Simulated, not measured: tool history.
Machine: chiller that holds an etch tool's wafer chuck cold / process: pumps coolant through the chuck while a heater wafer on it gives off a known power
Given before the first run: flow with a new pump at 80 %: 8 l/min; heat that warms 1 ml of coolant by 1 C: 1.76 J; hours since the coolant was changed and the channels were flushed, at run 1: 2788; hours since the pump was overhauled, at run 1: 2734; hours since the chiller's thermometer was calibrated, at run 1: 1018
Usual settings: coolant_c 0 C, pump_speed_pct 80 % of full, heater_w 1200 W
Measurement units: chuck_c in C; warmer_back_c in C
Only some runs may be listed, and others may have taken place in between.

| run | hour | coolant_c | pump_speed_pct | heater_w | hours since the coolant was changed and the channels were flushed | hours since the pump was overhauled | hours since the chiller's thermometer was calibrated | chuck_c | warmer_back_c |
|---|---|---|---|---|---|---|---|---|---|
| 1 | 0.0 | 0 | 80 | 1200 | 2788 | 2734 | 1018 | 10.6 | 5.17 |
| 2 | 40.9 | 0 | 80 | 1200 | 2829 | 2775 | 1059 | 10.5 | 5.18 |
| 3 | 72.1 | 0 | 80 | 1200 | 2860 | 2806 | 1090 | 10.7 | 5.05 |
| 4 | 91.8 | 0 | 80 | 1200 | 2880 | 2826 | 1110 | 10.5 | 5.06 |
| 5 | 132.6 | 0 | 80 | 815 | 2921 | 2866 | 1151 | 7.0 | 3.42 |
| 6 | 164.5 | 0 | 80 | 1026 | 2953 | 2898 | 1183 | 9.0 | 4.30 |
| 7 | 198.4 | 0 | 80 | 1026 | 2987 | 2932 | 1217 | 9.1 | 4.30 |
| 8 | 237.9 | 0 | 81 | 1074 | 3026 | 2972 | 1256 | 9.3 | 4.45 |
| 9 | 278.0 | 0 | 81 | 1074 | 3066 | 3012 | 1296 | 9.1 | 4.39 |
| 10 | 303.2 | 9 | 76 | 816 | 3091 | 3037 | 1321 | 16.5 | 3.48 |
| 11 | 346.2 | -7 | 76 | 1157 | 3134 | 3080 | 1364 | 3.6 | 5.09 |
| 12 | 381.1 | -7 | 76 | 1157 | 3169 | 3115 | 1399 | 3.7 | 5.01 |
| 13 | 418.0 | -9 | 67 | 824 | 3206 | 3152 | 1436 | -0.5 | 4.04 |
| 14 | 442.8 | -9 | 67 | 824 | 3231 | 3177 | 1461 | -0.5 | 4.00 |

4 options for the next run, each taken on its own from the tool as it stands now. Forecast them:
| A | 483.6 | 4 | 80 | 1200 | 3272 | 3217 | 1502 | ? | ? |
| B | 483.6 | 1 | 80 | 1200 | 3272 | 3217 | 1502 | ? | ? |
| C | 483.6 | -9 | 92 | 824 | 3272 | 3217 | 1502 | ? | ? |
| D | 483.6 | -1 | 73 | 824 | 3272 | 3217 | 1502 | ? | ? |

| run | chuck_c | warmer_back_c |
|---|---|---|
| A | 14.6 | 4.92 |
| B | 11.5 | 4.85 |
| C | -2.6 | 2.84 |
| D | 6.6 | 3.64 |
With the hidden condition removed and each run's random variation left untouched, the same runs would have given:
| run | chuck_c | warmer_back_c |
|---|---|---|
| A | 14.6 | 5.12 |
| B | 11.5 | 5.05 |
| C | -2.6 | 3.05 |
| D | 6.6 | 3.84 |

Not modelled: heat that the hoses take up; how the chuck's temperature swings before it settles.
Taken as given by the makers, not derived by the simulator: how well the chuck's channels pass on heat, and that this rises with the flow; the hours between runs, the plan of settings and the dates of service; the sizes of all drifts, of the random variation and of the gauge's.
